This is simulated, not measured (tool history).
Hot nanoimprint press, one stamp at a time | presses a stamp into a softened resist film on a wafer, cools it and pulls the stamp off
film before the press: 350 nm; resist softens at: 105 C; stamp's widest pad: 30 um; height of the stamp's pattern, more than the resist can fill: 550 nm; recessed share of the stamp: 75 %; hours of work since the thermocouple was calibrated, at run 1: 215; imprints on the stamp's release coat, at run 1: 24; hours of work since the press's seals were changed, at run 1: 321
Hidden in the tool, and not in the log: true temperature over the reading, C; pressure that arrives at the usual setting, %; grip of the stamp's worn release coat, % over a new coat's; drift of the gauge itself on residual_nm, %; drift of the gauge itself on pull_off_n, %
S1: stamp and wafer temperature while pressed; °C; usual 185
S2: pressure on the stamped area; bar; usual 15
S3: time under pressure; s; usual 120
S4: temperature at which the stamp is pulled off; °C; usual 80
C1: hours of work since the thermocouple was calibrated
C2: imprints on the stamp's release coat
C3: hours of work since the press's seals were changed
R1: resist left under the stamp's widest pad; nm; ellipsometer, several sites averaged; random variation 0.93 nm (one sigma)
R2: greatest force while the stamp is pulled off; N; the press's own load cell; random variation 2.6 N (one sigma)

run	hour	S1	S2	S3	S4	C1	C2	C3	R1	R2
1	0	185	15	120	80	215	24	321	130.9	190
2	13.2	185	15	120	80	223	73	329	130.1	193
3	26.2	185	10.7	120	80	231	121	337	151.8	194
4	33.9	185	10.7	120	65	236	149	341	151.1	215
5	43.6	189	10.7	120	65	241	184	347	134.3	223
6	51.2	189	23.4	120	65	246	212	352	92.8	230
7	58.1	185	15	120	74	250	238	356	131.7	204
8	66.9	185	15	92	80	255	270	361	145.3	192
9	77.5	185	15	92	80	262	309	367	145.7	192
10	91.8	185	15	92	80	270	361	376	145.7	192
11	103.3	185	15	117	80	277	404	383	133	193
12	115.2	185	15	117	80	284	447	390	132.3	196
13	130.2	185	15	117	80	293	502	399	130.3	195
14	144.2	185	15	120	80	302	554	407	132.6	193
15	150.9	185	15	120	74	306	578	411	130.7	204
# hour 158.3: stamp cleaned and given a new release coat
16	166.4	185	15	213	70	311	30	417	100.9	211
17	173.5	176	17.8	203	74	316	56	421	134	202
18	188.6	185	19.3	101	80	325	112	430	126.5	194
19	203.3	183	22	236	67	333	166	439	87.7	221
20	211.2	196	13.6	236	66	338	195	444	69.7	217
21	224.3	185	15	72	80	346	243	452	160.9	195
22	235.5	185	15	72	80	353	284	458	161.7	195
23	243.1	185	15	72	80	357	312	463	162	196
24	258.9	176	11.4	207	77	367	370	472	159.3	197
25	270.3	180	11.1	136	75	373	412	479	164.5	201
26	280.1	180	11.6	150	65	379	448	485	157.2	218
27	288	185	17.2	183	80	384	477	490	102.3	191
28	295	185	17.2	183	80	388	502	494	103.2	191
29	305.3	194	13.1	73	67	394	540	500	130	218

Forecast each of these 4 alternatives for the next run:
# hour 323: stamp cleaned and given a new release coat
A	326	174	11.2	120	88	403	11	509	?	?
# hour 323: stamp cleaned and given a new release coat
B	326	195	15.6	120	78	403	11	509	?	?
# hour 323: stamp cleaned and given a new release coat
C	326	187	14	73	68	403	11	509	?	?
# hour 323: stamp cleaned and given a new release coat
D	326	185	23.2	120	80	403	11	509	?	?

run	R1	R2
A	208.3	178
B	93.7	196
C	154.9	213
D	109.1	195
Without the tool's hidden state the same runs would have given:
run	R1	R2
A	207.6	178
B	93.3	195
C	154.3	213
D	108.6	195

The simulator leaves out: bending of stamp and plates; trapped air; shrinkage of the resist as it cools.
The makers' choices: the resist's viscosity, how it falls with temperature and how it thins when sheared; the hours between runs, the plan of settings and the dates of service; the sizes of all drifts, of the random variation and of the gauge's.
